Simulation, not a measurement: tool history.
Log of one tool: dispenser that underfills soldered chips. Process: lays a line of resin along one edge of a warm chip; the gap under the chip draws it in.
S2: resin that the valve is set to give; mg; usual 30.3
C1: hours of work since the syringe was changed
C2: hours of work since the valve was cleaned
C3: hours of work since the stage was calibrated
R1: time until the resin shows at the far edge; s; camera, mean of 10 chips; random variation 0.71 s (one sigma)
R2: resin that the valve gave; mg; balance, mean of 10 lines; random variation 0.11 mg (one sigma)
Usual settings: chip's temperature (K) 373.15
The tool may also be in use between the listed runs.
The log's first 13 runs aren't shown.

Run 14, hour 45.0: usual settings; C1 4; C2 78; C3 70. Result: R1 71.9 s, R2 28.61 mg.
At hour 48.1: new syringe of resin.
Run 15, hour 49.1: usual settings but chip's temperature (K) 376.15; C1 1; C2 81; C3 73. Result: R1 59.4 s, R2 28.47 mg.
Run 16, hour 51.5: usual settings but chip's temperature (K) 376.15; C1 3; C2 83; C3 75. Result: R1 64.0 s, R2 28.35 mg.
Run 17, hour 56.1: usual settings but chip's temperature (K) 376.15; C1 6; C2 86; C3 78. Result: R1 72.2 s, R2 28.51 mg.
At hour 56.8: new syringe of resin.
Run 18, hour 61.2: usual settings but chip's temperature (K) 376.15; C1 3; C2 89; C3 81. Result: R1 66.2 s, R2 28.49 mg.
Run 19, hour 64.0: usual settings but chip's temperature (K) 380.15, S2 33.2 mg; C1 5; C2 91; C3 83. Result: R1 60.7 s, R2 31.12 mg.
At hour 65.5: new syringe of resin.
Run 20, hour 67.6: usual settings but chip's temperature (K) 380.15, S2 33.2 mg; C1 2; C2 94; C3 86. Result: R1 52.6 s, R2 30.96 mg.
Run 21, hour 70.9: usual settings but chip's temperature (K) 386.15, S2 27.0 mg; C1 4; C2 96; C3 88. Result: R1 51.6 s, R2 25.14 mg.
Run 22, hour 73.1: usual settings but chip's temperature (K) 378.15, S2 35.3 mg; C1 6; C2 98; C3 90. Result: R1 66.3 s, R2 32.59 mg.
At hour 74.2: new syringe of resin.
At hour 75.7: dispensing valve cleaned and set on the balance.
Run 23, hour 77.7: usual settings but chip's temperature (K) 378.15, S2 35.3 mg; C1 2; C2 1; C3 92. Result: R1 55.9 s, R2 35.21 mg.
Run 24, hour 81.6: usual settings but chip's temperature (K) 368.15, S2 29.0 mg; C1 5; C2 4; C3 95. Result: R1 89.7 s, R2 28.93 mg.
At hour 84.0: new syringe of resin.
Run 25, hour 85.2: usual settings but chip's temperature (K) 368.15, S2 29.0 mg; C1 1; C2 7; C3 97. Result: R1 77.8 s, R2 28.93 mg.
Run 26, hour 89.9: usual settings but chip's temperature (K) 377.15, S2 37.6 mg; C1 4; C2 10; C3 101. Result: R1 61.9 s, R2 37.53 mg.
At hour 92.9: new syringe of resin.
Run 27, hour 94.8: usual settings but chip's temperature (K) 379.15, S2 36.2 mg; C1 1; C2 13; C3 104. Result: R1 51.8 s, R2 35.89 mg.
Run 28, hour 98.4: usual settings but chip's temperature (K) 383.15, S2 33.8 mg; C1 4; C2 16; C3 107. Result: R1 51.6 s, R2 33.54 mg.
At hour 101.6: new syringe of resin.
Run 29, hour 103.6: usual settings but chip's temperature (K) 367.15, S2 36.4 mg; C1 1; C2 20; C3 110. Result: R1 77.0 s, R2 36.01 mg.
Run 30, hour 108.1: usual settings but chip's temperature (K) 386.15, S2 31.0 mg; C1 5; C2 23; C3 114. Result: R1 48.7 s, R2 30.62 mg.
At hour 110.6: new syringe of resin.
Run 31, hour 113.2: usual settings but chip's temperature (K) 388.15, S2 33.5 mg; C1 2; C2 26; C3 117. Result: R1 40.6 s, R2 32.93 mg.
Run 32, hour 116.4: usual settings but chip's temperature (K) 388.15, S2 33.5 mg; C1 4; C2 29; C3 120. Result: R1 43.6 s, R2 32.90 mg.
At hour 119.5: new syringe of resin.
Run 33, hour 120.4: usual settings but chip's temperature (K) 362.15, S2 28.2 mg; C1 1; C2 31; C3 122. Result: R1 97.7 s, R2 27.39 mg.
Run 34, hour 125.0: usual settings but chip's temperature (K) 362.15, S2 28.2 mg; C1 4; C2 35; C3 126. Result: R1 108.9 s, R2 27.39 mg.
At hour 128.2: new syringe of resin.
Run 35, hour 128.7: usual settings but chip's temperature (K) 361.15, S2 35.7 mg; C1 0; C2 37; C3 128. Result: R1 93.7 s, R2 34.78 mg.

3 ways to go on from here, each from the tool as it stands after run 35. What would each give?
Run A, hour 133.0: usual settings but chip's temperature (K) 380.15, S2 35.7 mg; C1 3; C2 40; C3 131. Result: R1 ?, R2 ?.
Run B, hour 133.0: usual settings but chip's temperature (K) 370.15, S2 33.1 mg; C1 3; C2 40; C3 131. Result: R1 ?, R2 ?.
Run C, hour 133.0: usual settings but chip's temperature (K) 387.15, S2 30.2 mg; C1 3; C2 40; C3 131. Result: R1 ?, R2 ?.

run    R1     R2
  A  54.5  34.80
  B  77.8  32.20
  C  45.3  29.22
Without the tool's hidden state the same runs would have given:
run    R1     R2
  A  48.6  35.82
  B  69.5  33.15
  C  40.3  30.08

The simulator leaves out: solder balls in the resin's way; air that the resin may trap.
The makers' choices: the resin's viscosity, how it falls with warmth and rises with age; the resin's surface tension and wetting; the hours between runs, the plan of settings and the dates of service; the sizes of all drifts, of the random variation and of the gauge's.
